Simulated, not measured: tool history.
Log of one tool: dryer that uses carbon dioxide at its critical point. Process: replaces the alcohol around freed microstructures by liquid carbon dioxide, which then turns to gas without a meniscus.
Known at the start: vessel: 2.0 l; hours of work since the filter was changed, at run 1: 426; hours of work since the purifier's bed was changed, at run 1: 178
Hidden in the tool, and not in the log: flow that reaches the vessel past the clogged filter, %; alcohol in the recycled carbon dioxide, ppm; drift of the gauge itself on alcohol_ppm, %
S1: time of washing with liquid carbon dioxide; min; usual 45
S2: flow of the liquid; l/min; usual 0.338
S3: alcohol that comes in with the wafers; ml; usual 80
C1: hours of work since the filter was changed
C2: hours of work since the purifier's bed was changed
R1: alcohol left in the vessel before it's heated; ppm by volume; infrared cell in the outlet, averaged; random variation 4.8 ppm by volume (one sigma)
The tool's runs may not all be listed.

run    day  S1     S2   S3   C1   C2   R1
  1  0.000  45  0.338   80  426  178   96
  2  0.317  45  0.338   80  432  184   92
  3  0.612  45  0.295   80  436  188  183
  4  0.775  45  0.245   80  439  191  432
  5  0.988  45  0.338  103  443  195  122
  6  1.275  45  0.338  103  447  199  121
  7  1.479  45  0.331  103  451  203  138
  8  1.758  45  0.331  103  456  208  137
  9  1.950  45  0.338   80  459  211   94
 10  2.138  45  0.338   80  462  214   91
 11  2.512  45  0.338   80  468  220  102
 12  2.746  45  0.338   80  472  224   97
 13  3.121  28  0.338   80  478  230  911
 14  3.429  28  0.338   80  483  235  900
 15  3.796  69  0.338   80  490  242   10
 16  4.125  28  0.338   80  495  247  912
 17  4.429  45  0.338  108  500  252  139
 18  4.742  45  0.338  108  505  257  138
 19  5.008  45  0.417   25  510  262   17
 20  5.338  34  0.244   26  515  267  451
 21  5.604  34  0.244   26  520  272  476
 22  5.804  34  0.244   26  523  275  465
 23  6.142  43  0.205   30  529  281  451
 24  6.467  45  0.338   34  534  286   54
     6.604  -- inlet filter changed
 25  6.675  45  0.338   34    1  289   31
 26  6.971  58  0.250   43    6  294   59
 27  7.333  45  0.499   80   12  300   18
 28  7.683  42  0.338   80   18  306   89
 29  7.954  42  0.338   80   23  310   91
 30  8.225  29  0.567   52   27  315   42
 31  8.617  44  0.324   52   34  322   52
 32  8.971  36  0.338   45   39  327  127
 33  9.142  45  0.507   80   42  330   18
 34  9.421  34  0.381   80   47  335  155
 35  9.629  34  0.306   48   50  338  259

5 ways to go on from here, each from the tool as it stands after run 35. What would each give?
  A  9.883  34  0.289   48  55  343   ?
  B  9.883  62  0.436   80  55  343   ?
  C  9.883  35  0.397  112  55  343   ?
  D  9.883  40  0.513   87  55  343   ?
  E  9.883  59  0.338   22  55  343   ?

run   R1
  A  324
  B   15
  C  155
  D   23
  E   21
Without the tool's hidden state the same runs would have given:
run   R1
  A  294
  B    2
  C  132
  D    9
  E    8

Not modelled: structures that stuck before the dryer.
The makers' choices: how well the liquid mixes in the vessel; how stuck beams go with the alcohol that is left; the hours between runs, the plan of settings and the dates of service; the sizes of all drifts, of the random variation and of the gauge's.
